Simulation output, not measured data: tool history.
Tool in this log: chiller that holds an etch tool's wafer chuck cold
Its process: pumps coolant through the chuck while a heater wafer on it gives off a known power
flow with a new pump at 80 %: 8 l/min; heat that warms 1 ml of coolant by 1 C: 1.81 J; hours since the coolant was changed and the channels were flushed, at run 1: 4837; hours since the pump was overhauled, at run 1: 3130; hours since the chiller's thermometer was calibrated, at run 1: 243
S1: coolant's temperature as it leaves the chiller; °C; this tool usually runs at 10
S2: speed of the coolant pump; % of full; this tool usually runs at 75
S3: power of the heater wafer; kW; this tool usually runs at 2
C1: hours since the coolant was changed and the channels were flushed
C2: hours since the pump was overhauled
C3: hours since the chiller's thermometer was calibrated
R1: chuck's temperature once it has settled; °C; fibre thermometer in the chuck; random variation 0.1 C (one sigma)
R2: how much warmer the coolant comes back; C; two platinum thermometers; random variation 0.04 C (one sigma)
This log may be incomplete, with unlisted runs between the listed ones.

{"run": 1, "hour": 0.0, "S1": 10, "S2": 75, "S3": 2, "C1": 4837, "C2": 3130, "C3": 243, "R1": 25.3, "R2": 8.79}
{"run": 2, "hour": 78.0, "S1": 10, "S2": 75, "S3": 2, "C1": 4915, "C2": 3208, "C3": 321, "R1": 25.2, "R2": 8.9}
{"run": 3, "hour": 210.2, "S1": 10, "S2": 75, "S3": 2, "C1": 5047, "C2": 3340, "C3": 453, "R1": 25.3, "R2": 8.87}
{"run": 4, "hour": 371.3, "S1": 10, "S2": 60, "S3": 2, "C1": 5208, "C2": 3501, "C3": 614, "R1": 28.1, "R2": 11}
{"run": 5, "hour": 526.3, "S1": 10, "S2": 80, "S3": 2, "C1": 5363, "C2": 3656, "C3": 769, "R1": 24.4, "R2": 8.2}
{"run": 6, "hour": 670.1, "S1": 10, "S2": 94, "S3": 2.207, "C1": 5507, "C2": 3800, "C3": 913, "R1": 23.9, "R2": 7.76}
{"run": 7, "hour": 788.6, "S1": 2, "S2": 88, "S3": 1.259, "C1": 5626, "C2": 3918, "C3": 1031, "R1": 10.5, "R2": 4.7}
{"run": 8, "hour": 911.6, "S1": 2, "S2": 88, "S3": 1.259, "C1": 5749, "C2": 4041, "C3": 1154, "R1": 10.4, "R2": 4.73}
{"run": 9, "hour": 1014.0, "S1": 2, "S2": 88, "S3": 1.259, "C1": 5851, "C2": 4144, "C3": 1257, "R1": 10.3, "R2": 4.68}
{"run": 10, "hour": 1173.9, "S1": 10, "S2": 75, "S3": 1.355, "C1": 6011, "C2": 4304, "C3": 1417, "R1": 20.2, "R2": 5.92}

Pick out some run-to-run changes in R2. Of each, how much would a tool without hidden state show as well, from the settings, what came in and chance, and how much is left for the hidden state and any gauge scatter not in both results compared?
Unlogged tool condition in this case: heat passed by the chuck's channels, % of clean ones'; flow at a given pump speed, % of a new pump's; coolant's true temperature over the reading, C; drift of the gauge itself on chuck_c, C; drift of the gauge itself on warmer_back_c, C.
Run 2 -> 3: no setting changed, nothing entered. R2 -0.03 C: hidden state -0.02, all else -0.01.
Run 6 -> 7: S1 10 -> 2, S2 94 -> 88, S3 2.207 -> 1.259. R2 -3.06 C: hidden state -0.01, all else -3.05.
